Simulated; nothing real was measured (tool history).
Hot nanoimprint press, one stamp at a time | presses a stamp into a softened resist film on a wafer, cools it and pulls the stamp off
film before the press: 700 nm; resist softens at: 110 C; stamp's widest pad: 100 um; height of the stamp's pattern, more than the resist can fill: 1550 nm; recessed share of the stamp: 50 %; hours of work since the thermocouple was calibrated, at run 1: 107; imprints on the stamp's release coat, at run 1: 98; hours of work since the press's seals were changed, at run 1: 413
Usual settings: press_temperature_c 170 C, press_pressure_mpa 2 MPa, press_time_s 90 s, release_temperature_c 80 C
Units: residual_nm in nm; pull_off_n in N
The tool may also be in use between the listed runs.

run    hour  press_temperature_c  press_pressure_mpa  press_time_s  release_temperature_c  hours of work since the thermocouple was calibrated  imprints on the stamp's release coat  hours of work since the press's seals were changed  residual_nm  pull_off_n
  1       0                  170                   2            90                     80                                                  107                                    98                                                 413        263.9         221
  2    47.2                  170                   2            90                     80                                                  133                                   274                                                 440        269.4         221
  3    80.9                  170                   2            90                     80                                                  152                                   399                                                 458        267.6         217
  4   119.1                  170                   2            90                     80                                                  173                                   541                                                 480        266.3         222
  5   176.6                  170                   2            90                     80                                                  205                                   755                                                 512        266.7         218
  6   215.4                  170                   2            90                     80                                                  227                                   899                                                 533        265.1         222
  7   254.2                  173                   2            90                     80                                                  248                                  1044                                                 555        229.4         227
  8   291.8                  170                   2            90                     80                                                  269                                  1183                                                 576        267.3         214
      313.6  -- stamp cleaned and given a new release coat
  9   328.8                  170                   2            90                     80                                                  286                                    56                                                 593        263.8         220
 10   379.2                  170                1.54            90                     80                                                  314                                   244                                                 621        303.8         224
 11   432.2                  170                   2            90                     80                                                  344                                   441                                                 650        268.7         212
 12     483                  170                   2            90                     80                                                  372                                   630                                                 679        268.1         216
 13   527.3                  170                   2            90                     80                                                  397                                   794                                                 703        265.8         217
 14   579.5                  170                   2            90                     80                                                  426                                   989                                                 733          265         221
 15   631.9                  170                   2            90                     80                                                  455                                  1184                                                 762        265.5         225
      652.2  -- stamp cleaned and given a new release coat
 16   682.3                  170                1.62            90                     66                                                  480                                   112                                                 786        292.7         235
      752.8  -- press's hydraulic seals changed and the load cell set to zero
 17   752.8                  170                1.62            90                     66                                                  515                                   344                                                   0        295.6         233
 18   798.4                  170                3.03           116                     66                                                  540                                   514                                                  25        192.9         234
      842.7  -- plate thermocouple calibrated
 19   856.4                  170                1.77            67                     67                                                    8                                   718                                                  56          318         250
 20   913.8                  170                3.12            67                     82                                                   40                                   931                                                  88        241.1         217
 21   951.2                  159                2.76            98                     80                                                   60                                  1071                                                 109        395.8         223
 22   987.8                  159                2.76            98                     80                                                   81                                  1207                                                 129        392.3         223
     1003.9  -- stamp cleaned and given a new release coat
 23  1043.9                  164                2.76            98                     80                                                  109                                   149                                                 157        302.2         212
 24  1093.2                  167                2.31            90                     83                                                  136                                   332                                                 184        294.4         219
 25  1140.1                  167                2.31            90                     83                                                  162                                   507                                                 211        288.3         214
 26  1170.4                  165                1.64            62                     72                                                  179                                   619                                                 227        419.2         234
 27  1215.3                  180                1.25           153                     81                                                  204                                   786                                                 252        166.2         222
 28  1260.5                  166                   2            90                     76                                                  229                                   954                                                 278        327.2         216
 29  1322.3                  166                   2            90                     76                                                  264                                  1184                                                 312        329.4         227

3 ways to go on from here, each from the tool as it stands after run 29. What would each give?
     1345.7  -- stamp cleaned and given a new release coat
  A  1359.2                  164                1.86            90                     80                                                  281                                    50                                                 329            ?           ?
     1345.7  -- stamp cleaned and given a new release coat
  B  1359.2                  167                   2            90                     80                                                  281                                    50                                                 329            ?           ?
     1345.7  -- stamp cleaned and given a new release coat
  C  1359.2                  170                2.17            90                     80                                                  281                                    50                                                 329            ?           ?

run  residual_nm  pull_off_n
  A        374.9         220
  B        307.8         213
  C        254.8         219
Without the tool's hidden state the same runs would have given:
run  residual_nm  pull_off_n
  A        375.5         220
  B        308.3         213
  C        255.2         219
